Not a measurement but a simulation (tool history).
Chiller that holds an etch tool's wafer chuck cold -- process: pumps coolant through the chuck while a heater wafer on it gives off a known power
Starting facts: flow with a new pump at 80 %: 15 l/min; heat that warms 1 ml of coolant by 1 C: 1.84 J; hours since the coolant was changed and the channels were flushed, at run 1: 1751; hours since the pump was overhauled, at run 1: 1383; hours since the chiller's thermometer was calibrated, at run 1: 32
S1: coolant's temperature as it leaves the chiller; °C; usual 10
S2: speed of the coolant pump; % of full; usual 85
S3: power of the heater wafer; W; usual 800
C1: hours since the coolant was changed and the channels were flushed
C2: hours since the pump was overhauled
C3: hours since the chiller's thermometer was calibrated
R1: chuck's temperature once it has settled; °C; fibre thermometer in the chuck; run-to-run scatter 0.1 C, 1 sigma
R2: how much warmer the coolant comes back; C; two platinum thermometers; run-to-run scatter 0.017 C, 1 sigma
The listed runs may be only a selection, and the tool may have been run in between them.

| run | hour | S1 | S2 | S3 | C1 | C2 | C3 | R1 | R2 |
|---|---|---|---|---|---|---|---|---|---|
| 1 | 0.0 | 10 | 85 | 800 | 1751 | 1383 | 32 | 16.7 | 1.67 |
| 2 | 15.6 | 10 | 99 | 800 | 1767 | 1399 | 48 | 15.9 | 1.41 |
| 3 | 40.9 | 10 | 99 | 800 | 1792 | 1424 | 73 | 15.8 | 1.42 |
| 4 | 62.8 | 10 | 63 | 800 | 1814 | 1446 | 95 | 18.5 | 2.34 |
| 5 | 86.1 | 10 | 63 | 800 | 1837 | 1469 | 118 | 18.5 | 2.30 |
| 6 | 109.7 | 10 | 63 | 800 | 1861 | 1493 | 142 | 18.6 | 2.29 |
| 7 | 124.0 | 10 | 85 | 1010 | 1875 | 1507 | 156 | 18.3 | 2.13 |
| 8 | 145.8 | 10 | 85 | 1010 | 1897 | 1529 | 178 | 18.5 | 2.12 |
| 9 | 170.1 | 10 | 85 | 1010 | 1921 | 1553 | 202 | 18.6 | 2.12 |
| 10 | 186.3 | 10 | 85 | 800 | 1938 | 1569 | 218 | 16.8 | 1.66 |
| 11 | 210.8 | 10 | 85 | 400 | 1962 | 1594 | 243 | 13.4 | 0.81 |
| 12 | 224.1 | 10 | 85 | 400 | 1975 | 1607 | 256 | 13.3 | 0.81 |
| 13 | 238.8 | 10 | 85 | 800 | 1990 | 1622 | 271 | 16.7 | 1.70 |
| 14 | 267.4 | 10 | 85 | 800 | 2019 | 1650 | 299 | 16.7 | 1.67 |
| 15 | 291.9 | 10 | 85 | 800 | 2043 | 1675 | 324 | 16.9 | 1.70 |
| 16 | 308.7 | 10 | 85 | 800 | 2060 | 1692 | 341 | 16.7 | 1.65 |
| 17 | 335.2 | 14 | 73 | 606 | 2087 | 1718 | 367 | 19.9 | 1.50 |
| 18 | 359.8 | 14 | 73 | 606 | 2111 | 1743 | 392 | 19.8 | 1.51 |
| 19 | 386.5 | 15 | 72 | 606 | 2138 | 1769 | 418 | 21.0 | 1.53 |
| 20 | 414.7 | 15 | 72 | 606 | 2166 | 1798 | 447 | 21.1 | 1.52 |
| 21 | 428.2 | 9 | 77 | 926 | 2180 | 1811 | 460 | 17.7 | 2.19 |
| 22 | 447.0 | 9 | 77 | 693 | 2198 | 1830 | 479 | 15.5 | 1.64 |
| 23 | 459.4 | 9 | 77 | 693 | 2211 | 1842 | 491 | 15.6 | 1.61 |
| 24 | 475.0 | 7 | 92 | 467 | 2226 | 1858 | 507 | 10.8 | 0.91 |
| 25 | 500.9 | 4 | 92 | 563 | 2252 | 1884 | 533 | 8.7 | 1.09 |
| 26 | 516.0 | 4 | 92 | 563 | 2267 | 1899 | 548 | 8.6 | 1.07 |
| 27 | 533.6 | 4 | 92 | 563 | 2285 | 1917 | 566 | 8.6 | 1.11 |
| 28 | 554.8 | 4 | 63 | 636 | 2306 | 1938 | 587 | 11.0 | 1.88 |
| 29 | 582.4 | 1 | 86 | 615 | 2334 | 1965 | 614 | 6.5 | 1.28 |
| 30 | 609.6 | 17 | 91 | 866 | 2361 | 1992 | 642 | 24.2 | 1.72 |
| 31 | 638.8 | 11 | 88 | 702 | 2390 | 2022 | 671 | 16.8 | 1.43 |

3 ways to go on from here, each from the tool as it stands after run 31. What would each give?
| A | 658.3 | 3 | 79 | 956 | 2410 | 2041 | 690 | ? | ? |
| B | 658.3 | 11 | 62 | 773 | 2410 | 2041 | 690 | ? | ? |
| C | 658.3 | 10 | 85 | 545 | 2410 | 2041 | 690 | ? | ? |

| run | R1 | R2 |
|---|---|---|
| A | 11.9 | 2.19 |
| B | 19.7 | 2.32 |
| C | 15.0 | 1.15 |
With no hidden state in the tool, these same runs would have given:
| run | R1 | R2 |
|---|---|---|
| A | 10.6 | 2.11 |
| B | 18.4 | 2.23 |
| C | 14.3 | 1.10 |
